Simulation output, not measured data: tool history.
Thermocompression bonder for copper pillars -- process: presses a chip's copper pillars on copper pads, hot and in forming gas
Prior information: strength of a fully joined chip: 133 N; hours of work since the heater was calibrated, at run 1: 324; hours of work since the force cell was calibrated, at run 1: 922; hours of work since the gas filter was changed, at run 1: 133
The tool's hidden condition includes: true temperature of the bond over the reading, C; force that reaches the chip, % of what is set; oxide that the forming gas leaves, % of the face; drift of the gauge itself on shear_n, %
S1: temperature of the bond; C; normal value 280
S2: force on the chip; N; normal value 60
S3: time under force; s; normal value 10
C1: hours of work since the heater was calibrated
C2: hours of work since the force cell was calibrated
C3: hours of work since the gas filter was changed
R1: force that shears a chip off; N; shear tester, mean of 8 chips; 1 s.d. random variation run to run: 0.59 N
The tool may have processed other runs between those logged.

| run | hour | S1 | S2 | S3 | C1 | C2 | C3 | R1 |
|---|---|---|---|---|---|---|---|---|
| 1 | 0.0 | 280 | 60 | 10 | 324 | 922 | 133 | 54.0 |
| 2 | 19.7 | 280 | 84 | 10 | 333 | 931 | 142 | 67.4 |
| 3 | 39.8 | 280 | 60 | 21 | 342 | 940 | 151 | 70.0 |
| 4 | 50.1 | 280 | 60 | 21 | 347 | 945 | 156 | 68.1 |
| 5 | 60.0 | 280 | 60 | 21 | 351 | 949 | 160 | 68.6 |
| 6 | 77.0 | 280 | 60 | 10 | 359 | 957 | 168 | 52.4 |
| 7 | 91.6 | 280 | 60 | 10 | 366 | 964 | 175 | 53.6 |
| 8 | 103.3 | 280 | 60 | 10 | 371 | 969 | 180 | 52.2 |
| 9 | 115.1 | 280 | 60 | 10 | 377 | 975 | 186 | 52.8 |
| 10 | 130.3 | 280 | 60 | 8 | 384 | 982 | 193 | 48.6 |
| 11 | 151.0 | 280 | 60 | 8 | 393 | 991 | 202 | 48.7 |
| 12 | 162.1 | 280 | 60 | 10 | 398 | 996 | 207 | 53.1 |
|  | 166.4 | force cell calibrated |
| 13 | 183.1 | 280 | 60 | 27 | 407 | 8 | 216 | 70.4 |
| 14 | 197.0 | 269 | 60 | 10 | 414 | 14 | 222 | 45.5 |
| 15 | 218.1 | 269 | 60 | 10 | 423 | 24 | 232 | 44.3 |
| 16 | 234.1 | 280 | 39 | 10 | 431 | 31 | 239 | 34.9 |
| 17 | 250.2 | 280 | 39 | 10 | 438 | 38 | 247 | 35.9 |
| 18 | 260.7 | 280 | 61 | 9 | 443 | 43 | 252 | 47.6 |
| 19 | 271.9 | 280 | 61 | 9 | 448 | 48 | 257 | 47.0 |
| 20 | 287.2 | 280 | 61 | 9 | 455 | 55 | 264 | 47.6 |
| 21 | 306.4 | 309 | 78 | 15 | 464 | 64 | 273 | 82.8 |
| 22 | 315.7 | 250 | 60 | 15 | 468 | 68 | 277 | 43.1 |
| 23 | 324.3 | 280 | 60 | 7 | 472 | 72 | 281 | 41.6 |
| 24 | 336.3 | 301 | 60 | 14 | 477 | 78 | 286 | 64.5 |
|  | 347.2 | forming gas filter changed |
| 25 | 350.4 | 301 | 60 | 14 | 484 | 84 | 1 | 71.3 |
| 26 | 365.5 | 301 | 60 | 14 | 491 | 91 | 8 | 71.5 |
| 27 | 377.8 | 301 | 60 | 10 | 496 | 97 | 14 | 63.6 |
| 28 | 397.7 | 301 | 60 | 10 | 505 | 106 | 23 | 63.4 |
| 29 | 418.7 | 280 | 43 | 8 | 515 | 115 | 33 | 37.2 |
| 30 | 437.0 | 253 | 43 | 23 | 523 | 124 | 41 | 43.3 |
| 31 | 448.5 | 264 | 60 | 6 | 529 | 129 | 46 | 36.1 |

How the hidden state differs across the entries between the runs, from the last listed run before each to the first after it:
In the gap between runs 12 and 13: force cell calibrated (hour 166.4)
  force that reaches the chip, % of what is set: 108.3 -> 100.5; oxide that the forming gas leaves, % of the face: 6.71 -> 6.96
  measured less the result without the state, R1: -2.5 -> -7.0 N
In the gap between runs 24 and 25: forming gas filter changed (hour 347.2)
  true temperature of the bond over the reading, C: -4.9 -> -5; oxide that the forming gas leaves, % of the face: 8.98 -> 0.62
  measured less the result without the state, R1: -8.0 -> -2.1 N

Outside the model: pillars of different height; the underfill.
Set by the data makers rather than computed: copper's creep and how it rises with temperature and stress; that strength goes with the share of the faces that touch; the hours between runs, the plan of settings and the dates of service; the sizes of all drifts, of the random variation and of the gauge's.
